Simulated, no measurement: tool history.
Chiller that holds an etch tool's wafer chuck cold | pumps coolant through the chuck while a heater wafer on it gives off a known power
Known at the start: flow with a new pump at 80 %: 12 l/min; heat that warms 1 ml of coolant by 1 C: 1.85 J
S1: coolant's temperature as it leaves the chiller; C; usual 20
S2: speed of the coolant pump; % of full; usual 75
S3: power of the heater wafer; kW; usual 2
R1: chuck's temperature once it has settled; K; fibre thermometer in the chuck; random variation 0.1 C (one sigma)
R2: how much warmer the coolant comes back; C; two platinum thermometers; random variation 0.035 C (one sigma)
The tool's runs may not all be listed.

{"run": 1, "day": 0.0, "S1": 20, "S2": 75, "S3": 2, "R1": 310.95, "R2": 6.02}
{"run": 2, "day": 0.971, "S1": 20, "S2": 75, "S3": 2, "R1": 311.05, "R2": 5.93}
{"run": 3, "day": 1.575, "S1": 20, "S2": 75, "S3": 2, "R1": 311.05, "R2": 5.97}
{"run": 4, "day": 2.8, "S1": 20, "S2": 75, "S3": 1.68, "R1": 308.15, "R2": 4.99}
{"run": 5, "day": 3.9, "S1": 20, "S2": 75, "S3": 2, "R1": 311.25, "R2": 6.08}
{"run": 6, "day": 5.138, "S1": 20, "S2": 60, "S3": 2, "R1": 314.45, "R2": 7.77}
{"run": 7, "day": 6.521, "S1": 17, "S2": 75, "S3": 2, "R1": 308.15, "R2": 6.02}
{"run": 8, "day": 7.404, "S1": 20, "S2": 75, "S3": 2, "R1": 311.25, "R2": 6.1}
{"run": 9, "day": 8.108, "S1": 20, "S2": 72, "S3": 2, "R1": 311.65, "R2": 6.3}
{"run": 10, "day": 8.688, "S1": 20, "S2": 75, "S3": 1.386, "R1": 305.65, "R2": 4.17}
{"run": 11, "day": 9.412, "S1": 20, "S2": 75, "S3": 1.386, "R1": 305.55, "R2": 4.21}
{"run": 12, "day": 10.808, "S1": 20, "S2": 64, "S3": 1.386, "R1": 307.15, "R2": 4.97}
{"run": 13, "day": 11.733, "S1": 20, "S2": 64, "S3": 1.386, "R1": 307.05, "R2": 4.95}
{"run": 14, "day": 12.608, "S1": 20, "S2": 64, "S3": 1.386, "R1": 307.15, "R2": 5}
{"run": 15, "day": 13.288, "S1": 29, "S2": 88, "S3": 2.629, "R1": 323.05, "R2": 6.65}
{"run": 16, "day": 14.562, "S1": 16, "S2": 62, "S3": 2, "R1": 310.05, "R2": 7.45}
{"run": 17, "day": 15.2, "S1": 16, "S2": 62, "S3": 2, "R1": 309.85, "R2": 7.48}
{"run": 18, "day": 15.996, "S1": 11, "S2": 75, "S3": 2, "R1": 302.25, "R2": 6.07}
{"run": 19, "day": 17.138, "S1": 11, "S2": 75, "S3": 2, "R1": 302.25, "R2": 6.07}
{"run": 20, "day": 18.175, "S1": 20, "S2": 87, "S3": 2, "R1": 309.35, "R2": 5.19}
{"run": 21, "day": 18.858, "S1": 11, "S2": 63, "S3": 2, "R1": 304.85, "R2": 7.35}
{"run": 22, "day": 19.608, "S1": 10, "S2": 99, "S3": 2, "R1": 298.05, "R2": 4.47}

Run 23 comes next. What will it give?
{"run": 23, "day": 20.221, "S1": 12, "S2": 76, "S3": 2.368, "R1": "?", "R2": "?"}

{"run 23": {"R1": 306.45, "R2": 7.03}}
Without the tool's hidden state the same run would have given R1 304.95 K, R2 6.74 C.
